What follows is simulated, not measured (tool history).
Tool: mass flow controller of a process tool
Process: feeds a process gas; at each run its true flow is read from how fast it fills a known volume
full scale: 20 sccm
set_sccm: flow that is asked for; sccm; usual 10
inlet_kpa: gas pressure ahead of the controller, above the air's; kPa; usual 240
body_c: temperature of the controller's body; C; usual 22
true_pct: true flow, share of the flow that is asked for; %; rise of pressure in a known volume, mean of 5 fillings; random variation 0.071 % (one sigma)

| run | hour | set_sccm | inlet_kpa | body_c | true_pct |
|---|---|---|---|---|---|
| 1 | 0 | 10 | 240 | 22 | 98.82 |
| 2 | 76.9 | 10 | 240 | 22 | 98.82 |
| 3 | 153.1 | 10 | 240 | 22 | 98.85 |
| 4 | 261.3 | 10 | 240 | 22 | 98.72 |
| 5 | 432.9 | 10 | 240 | 22 | 98.75 |
| 6 | 564.6 | 10 | 240 | 22 | 98.63 |
| 7 | 731.6 | 10 | 240 | 22 | 98.76 |
| 8 | 843.7 | 10 | 240 | 22 | 98.81 |
| 9 | 936.3 | 2 | 240 | 22 | 93.57 |
| 10 | 1012.6 | 2 | 240 | 22 | 93.57 |
| 11 | 1089.5 | 2 | 240 | 22 | 93.48 |
| 12 | 1224.6 | 10 | 240 | 35 | 99.65 |
|  | 1238.7 | controller's zero set anew |
| 13 | 1379.9 | 10 | 151 | 22 | 98.8 |
| 14 | 1496.4 | 10 | 151 | 22 | 98.61 |
| 15 | 1633.1 | 10 | 151 | 22 | 98.74 |
| 16 | 1712.8 | 10 | 151 | 22 | 98.66 |
|  | 1816.2 | controller's zero set anew, once more |
| 17 | 1872.4 | 10 | 204 | 25 | 100.18 |
| 18 | 2048.7 | 8 | 240 | 22 | 99.84 |
| 19 | 2170.2 | 8 | 240 | 22 | 99.95 |
| 20 | 2318.8 | 10 | 240 | 25 | 100.27 |
| 21 | 2495 | 15 | 196 | 26 | 100.44 |
| 22 | 2574.1 | 6 | 196 | 30 | 100.45 |
| 23 | 2667.5 | 6 | 196 | 30 | 100.54 |
| 24 | 2835.4 | 7 | 179 | 26 | 100.2 |
| 25 | 2941.6 | 15 | 187 | 35 | 101.28 |
| 26 | 3122.3 | 2 | 187 | 35 | 99.71 |
| 27 | 3256.5 | 5 | 279 | 29 | 99.91 |
| 28 | 3383.5 | 5 | 279 | 29 | 99.94 |
| 29 | 3457.9 | 5 | 279 | 29 | 99.96 |
| 30 | 3556.2 | 3 | 274 | 24 | 99.02 |
| 31 | 3629.6 | 8 | 154 | 26 | 100.21 |

Forecast each of these 5 alternatives for the next run:
| A | 3739.7 | 6 | 204 | 30 | ? |
| B | 3739.7 | 19 | 154 | 26 | ? |
| C | 3739.7 | 12 | 159 | 22 | ? |
| D | 3739.7 | 11 | 219 | 35 | ? |
| E | 3739.7 | 8 | 148 | 38 | ? |

| run | true_pct |
|---|---|
| A | 100.26 |
| B | 100.78 |
| C | 100.13 |
| D | 100.94 |
| E | 100.94 |
Without the tool's hidden state the same runs would have given:
| run | true_pct |
|---|---|
| A | 100.06 |
| B | 100.15 |
| C | 99.62 |
| D | 100.45 |
| E | 100.59 |
